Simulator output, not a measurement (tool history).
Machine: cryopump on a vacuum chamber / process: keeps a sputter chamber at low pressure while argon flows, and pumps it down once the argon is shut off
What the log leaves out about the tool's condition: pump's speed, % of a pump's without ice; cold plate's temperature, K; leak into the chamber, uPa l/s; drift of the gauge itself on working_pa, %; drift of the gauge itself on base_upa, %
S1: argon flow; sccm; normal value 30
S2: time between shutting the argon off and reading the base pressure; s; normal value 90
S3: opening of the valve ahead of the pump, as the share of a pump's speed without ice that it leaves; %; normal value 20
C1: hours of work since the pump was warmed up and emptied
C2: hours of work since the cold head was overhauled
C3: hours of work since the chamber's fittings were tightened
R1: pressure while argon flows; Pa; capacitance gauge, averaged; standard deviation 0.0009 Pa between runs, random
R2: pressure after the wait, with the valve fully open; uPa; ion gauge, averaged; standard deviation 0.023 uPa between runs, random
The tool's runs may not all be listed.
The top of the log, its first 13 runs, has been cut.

run,day,S1,S2,S3,C1,C2,C3,R1,R2
# day 33.375: leaking fittings of the chamber tightened, without venting
14,33.817,38,90,20,92,976,8,0.2387,0.77
15,36.096,16,90,20,133,1017,48,0.0994,0.8
16,39.179,16,90,20,187,1072,103,0.1004,0.83
17,42.358,30,90,20,244,1128,160,0.1876,0.87
18,44.467,15,40,23,281,1166,197,0.083,1.55
19,46.45,13,37,34,317,1201,233,0.0493,1.59
20,47.854,13,28,57,342,1226,257,0.0305,2.04
21,49.675,13,28,57,374,1258,290,0.0302,2.05
22,51.192,27,24,21,401,1285,317,0.1626,2.29
23,53.908,27,24,21,449,1334,365,0.1643,2.36
24,56.138,25,90,20,489,1373,405,0.1607,1.09
25,57.858,25,23,22,520,1404,435,0.1464,2.56
26,59.925,41,29,53,556,1441,472,0.1043,2.17
27,63.358,12,44,24,617,1502,533,0.0643,1.71
28,64.908,30,90,24,645,1529,561,0.1636,1.24

Forecast run 29:
29,68.346,17,88,20,706,1590,622,?,?

R1: 0.1109 Pa
R2: 1.32 uPa
Were there no unlogged condition in the tool, this run, its random variation unchanged, would have produced R1 0.1066 Pa, R2 0.73 uPa.
